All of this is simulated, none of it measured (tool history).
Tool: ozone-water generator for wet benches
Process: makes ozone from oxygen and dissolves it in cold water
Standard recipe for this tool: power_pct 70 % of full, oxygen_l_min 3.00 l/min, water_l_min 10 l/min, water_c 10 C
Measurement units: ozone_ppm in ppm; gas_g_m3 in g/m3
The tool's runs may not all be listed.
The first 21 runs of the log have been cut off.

run     day  power_pct  oxygen_l_min  water_l_min  water_c  hours of work since the electrodes were changed  hours of work since the contactor was cleaned  hours of work since the thermometer was calibrated  ozone_ppm  gas_g_m3
     21.475  -- water thermometer calibrated
 22  22.417         85          1.75           14        9                                             1580                                           2359                                                  23       18.0     339.1
 23  23.133         85          1.75           14        9                                             1597                                           2376                                                  40       17.7     335.0
 24  24.450         70          3.00           11       10                                             1629                                           2408                                                  71       21.8     224.9
 25  25.971         57          3.00           10        5                                             1665                                           2445                                                 108       21.8     191.9
 26  26.788         46          3.00           14        5                                             1685                                           2464                                                 127       13.4     163.0
 27  28.033         43          2.65            9        8                                             1715                                           2494                                                 157       18.8     165.8
 28  28.829         70          3.00           10        6                                             1734                                           2513                                                 176       24.9     225.7
 29  29.596         70          3.88            7       10                                             1752                                           2531                                                 195       31.8     199.1
 30  31.092         70          3.88            7       10                                             1788                                           2567                                                 231       31.7     199.9
 31  32.312         59          3.28            8        6                                             1817                                           2597                                                 260       26.8     188.3
 32  33.783         45          1.67            8        6                                             1852                                           2632                                                 295       20.0     211.8

Forecast each of these 5 alternatives for the next run:
  A  35.146         53          1.67           10        6                                             1885                                           2665                                                 328          ?         ?
  B  35.146         48          3.00           10       10                                             1885                                           2665                                                 328          ?         ?
  C  35.146         45          1.67            8        8                                             1885                                           2665                                                 328          ?         ?
  D  35.146         56          3.00           11       10                                             1885                                           2665                                                 328          ?         ?
  E  35.146         69          3.00           12        8                                             1885                                           2665                                                 328          ?         ?

run  ozone_ppm  gas_g_m3
  A       17.9     241.5
  B       18.3     167.7
  C       19.5     210.0
  D       18.8     188.3
  E       20.4     221.3
Take away the tool's hidden state, keep each run's random variation, and the runs would have read:
run  ozone_ppm  gas_g_m3
  A       17.9     241.5
  B       18.3     167.7
  C       19.5     210.0
  D       18.8     188.4
  E       20.4     221.4
